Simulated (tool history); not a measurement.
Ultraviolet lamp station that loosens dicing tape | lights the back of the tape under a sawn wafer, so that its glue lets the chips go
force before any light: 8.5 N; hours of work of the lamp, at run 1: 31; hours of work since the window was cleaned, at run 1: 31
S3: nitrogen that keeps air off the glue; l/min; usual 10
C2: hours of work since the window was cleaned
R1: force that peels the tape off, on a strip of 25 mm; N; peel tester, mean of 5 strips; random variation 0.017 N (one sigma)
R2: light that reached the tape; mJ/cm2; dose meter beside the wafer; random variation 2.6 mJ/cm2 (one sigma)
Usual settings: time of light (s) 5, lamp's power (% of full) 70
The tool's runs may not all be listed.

Run 1, hour 0: usual settings; hours of work of the lamp 31; C2 31. Result: R1 0.84 N, R2 340 mJ/cm2.
Run 2, hour 26.5: usual settings but time of light (s) 7; hours of work of the lamp 44; C2 44. Result: R1 0.411 N, R2 474 mJ/cm2.
Run 3, hour 55.4: usual settings but time of light (s) 7; hours of work of the lamp 59; C2 59. Result: R1 0.41 N, R2 479 mJ/cm2.
Run 4, hour 80: usual settings but time of light (s) 7, lamp's power (% of full) 79; hours of work of the lamp 71; C2 71. Result: R1 0.31 N, R2 535 mJ/cm2.
Run 5, hour 103.1: usual settings but time of light (s) 7, lamp's power (% of full) 79; hours of work of the lamp 83; C2 83. Result: R1 0.321 N, R2 529 mJ/cm2.
Run 6, hour 118.7: usual settings but time of light (s) 7, lamp's power (% of full) 95; hours of work of the lamp 91; C2 91. Result: R1 0.22 N, R2 636 mJ/cm2.
Run 7, hour 133.8: usual settings but time of light (s) 3, lamp's power (% of full) 95; hours of work of the lamp 99; C2 99. Result: R1 1.268 N, R2 279 mJ/cm2.
Run 8, hour 148.8: usual settings but time of light (s) 3, lamp's power (% of full) 95; hours of work of the lamp 106; C2 106. Result: R1 1.247 N, R2 275 mJ/cm2.
Run 9, hour 175.3: usual settings but time of light (s) 3, lamp's power (% of full) 95; hours of work of the lamp 120; C2 120. Result: R1 1.229 N, R2 270 mJ/cm2.
Run 10, hour 203.5: usual settings but time of light (s) 3, lamp's power (% of full) 95; hours of work of the lamp 134; C2 134. Result: R1 1.363 N, R2 266 mJ/cm2.
Run 11, hour 231.8: usual settings but S3 4 l/min; hours of work of the lamp 149; C2 149. Result: R1 1.617 N, R2 332 mJ/cm2.
Run 12, hour 253.3: usual settings but S3 4 l/min; hours of work of the lamp 160; C2 160. Result: R1 1.625 N, R2 330 mJ/cm2.
Run 13, hour 273.6: usual settings but S3 4 l/min; hours of work of the lamp 170; C2 170. Result: R1 1.703 N, R2 331 mJ/cm2.
Run 14, hour 291.6: usual settings but S3 4 l/min; hours of work of the lamp 179; C2 179. Result: R1 1.71 N, R2 325 mJ/cm2.
Run 15, hour 305.4: usual settings but S3 4 l/min; hours of work of the lamp 186; C2 186. Result: R1 1.642 N, R2 328 mJ/cm2.
Run 16, hour 328.7: usual settings but S3 4 l/min; hours of work of the lamp 198; C2 198. Result: R1 1.613 N, R2 323 mJ/cm2.
Run 17, hour 344.8: usual settings but S3 4 l/min; hours of work of the lamp 206; C2 206. Result: R1 1.659 N, R2 324 mJ/cm2.
Run 18, hour 364.7: usual settings but S3 4 l/min; hours of work of the lamp 217; C2 217. Result: R1 1.713 N, R2 325 mJ/cm2.
Run 19, hour 389.9: usual settings but S3 4 l/min; hours of work of the lamp 229; C2 229. Result: R1 1.678 N, R2 325 mJ/cm2.
Run 20, hour 417.4: usual settings; hours of work of the lamp 243; C2 243. Result: R1 0.963 N, R2 323 mJ/cm2.
Run 21, hour 435.1: usual settings but lamp's power (% of full) 98, S3 5 l/min; hours of work of the lamp 253; C2 253. Result: R1 0.79 N, R2 445 mJ/cm2.
Run 22, hour 463.2: usual settings but time of light (s) 3, lamp's power (% of full) 66, S3 5 l/min; hours of work of the lamp 267; C2 267. Result: R1 3.137 N, R2 183 mJ/cm2.
Run 23, hour 476.3: usual settings but lamp's power (% of full) 61; hours of work of the lamp 274; C2 274. Result: R1 1.244 N, R2 277 mJ/cm2.
Run 24, hour 497.4: usual settings but lamp's power (% of full) 61; hours of work of the lamp 284; C2 284. Result: R1 1.193 N, R2 276 mJ/cm2.
At hour 500.6: window cleaned of glue's vapour.
Run 25, hour 512.7: usual settings but lamp's power (% of full) 83, S3 3 l/min; hours of work of the lamp 292; C2 6. Result: R1 1.604 N, R2 375 mJ/cm2.
Run 26, hour 537.5: usual settings but time of light (s) 6, S3 4 l/min; hours of work of the lamp 305; C2 19. Result: R1 1.321 N, R2 380 mJ/cm2.
Run 27, hour 565: usual settings but time of light (s) 4, lamp's power (% of full) 82; hours of work of the lamp 319; C2 33. Result: R1 1.071 N, R2 294 mJ/cm2.
Run 28, hour 586.1: usual settings but time of light (s) 2, lamp's power (% of full) 80; hours of work of the lamp 329; C2 44. Result: R1 3.042 N, R2 141 mJ/cm2.
Run 29, hour 610.1: usual settings but time of light (s) 2, lamp's power (% of full) 80; hours of work of the lamp 342; C2 56. Result: R1 2.993 N, R2 142 mJ/cm2.
Run 30, hour 628.5: usual settings but time of light (s) 3, lamp's power (% of full) 98; hours of work of the lamp 351; C2 65. Result: R1 1.386 N, R2 257 mJ/cm2.
At hour 637: window cleaned of glue's vapour, once more.
Run 31, hour 644.3: usual settings but time of light (s) 6, lamp's power (% of full) 76, S3 4 l/min; hours of work of the lamp 359; C2 4. Result: R1 1.078 N, R2 424 mJ/cm2.
Run 32, hour 658: usual settings but time of light (s) 6, lamp's power (% of full) 76, S3 4 l/min; hours of work of the lamp 366; C2 11. Result: R1 1.066 N, R2 423 mJ/cm2.
Run 33, hour 677.8: usual settings but time of light (s) 6, lamp's power (% of full) 76, S3 4 l/min; hours of work of the lamp 376; C2 21. Result: R1 1.111 N, R2 421 mJ/cm2.
Run 34, hour 707: usual settings but time of light (s) 6, lamp's power (% of full) 76, S3 4 l/min; hours of work of the lamp 391; C2 36. Result: R1 1.066 N, R2 420 mJ/cm2.
Run 35, hour 722.8: usual settings but time of light (s) 3, lamp's power (% of full) 68, S3 4 l/min; hours of work of the lamp 399; C2 44. Result: R1 3.352 N, R2 183 mJ/cm2.
Run 36, hour 743.5: usual settings but time of light (s) 8, lamp's power (% of full) 72, S3 5 l/min; hours of work of the lamp 409; C2 54. Result: R1 0.546 N, R2 524 mJ/cm2.
Run 37, hour 761.1: usual settings but time of light (s) 8, lamp's power (% of full) 72, S3 5 l/min; hours of work of the lamp 418; C2 63. Result: R1 0.588 N, R2 525 mJ/cm2.
Run 38, hour 780.1: usual settings but time of light (s) 2, S3 4 l/min; hours of work of the lamp 428; C2 73. Result: R1 4.336 N, R2 130 mJ/cm2.
Run 39, hour 802.6: usual settings but time of light (s) 9, lamp's power (% of full) 79; hours of work of the lamp 439; C2 84. Result: R1 0.223 N, R2 645 mJ/cm2.

Measured less the same run without the tool's hidden state. The same run-to-run variation is in both; the gauge's scatter may not be:
The hidden state here: lamp's light, % of a new lamp's; light that the window lets through, % of a clean one's; drift of the gauge itself on peel_n, %; drift of the gauge itself on dose_mj_cm2, %.
run      R1   R2
  1  +0.026   -5
  2  +0.017   -9
  3  +0.019  -11
  4  +0.016  -14
  5  +0.018  -15
  6  +0.011  -20
  7  +0.075   -9
  8  +0.078  -10
  9  +0.085  -11
 10  +0.103  -12
 11  +0.119  -16
 12  +0.128  -17
 13  +0.141  -18
 14  +0.148  -19
 15  +0.148  -20
 16  +0.153  -21
 17  +0.162  -22
 18  +0.175  -22
 19  +0.181  -23
 20  +0.137  -25
 21  +0.122  -36
 22  +0.254  -15
 23  +0.182  -24
 24  +0.177  -25
 25  +0.234  -38
 26  +0.219  -39
 27  +0.195  -32
 28  +0.322  -16
 29  +0.327  -16
 30  +0.257  -31
 31  +0.131  -29
 32  +0.133  -30
 33  +0.144  -31
 34  +0.146  -33
 35  +0.244  -15
 36  +0.092  -44
 37    +0.1  -45
 38  +0.244  -12
 39  +0.026  -61
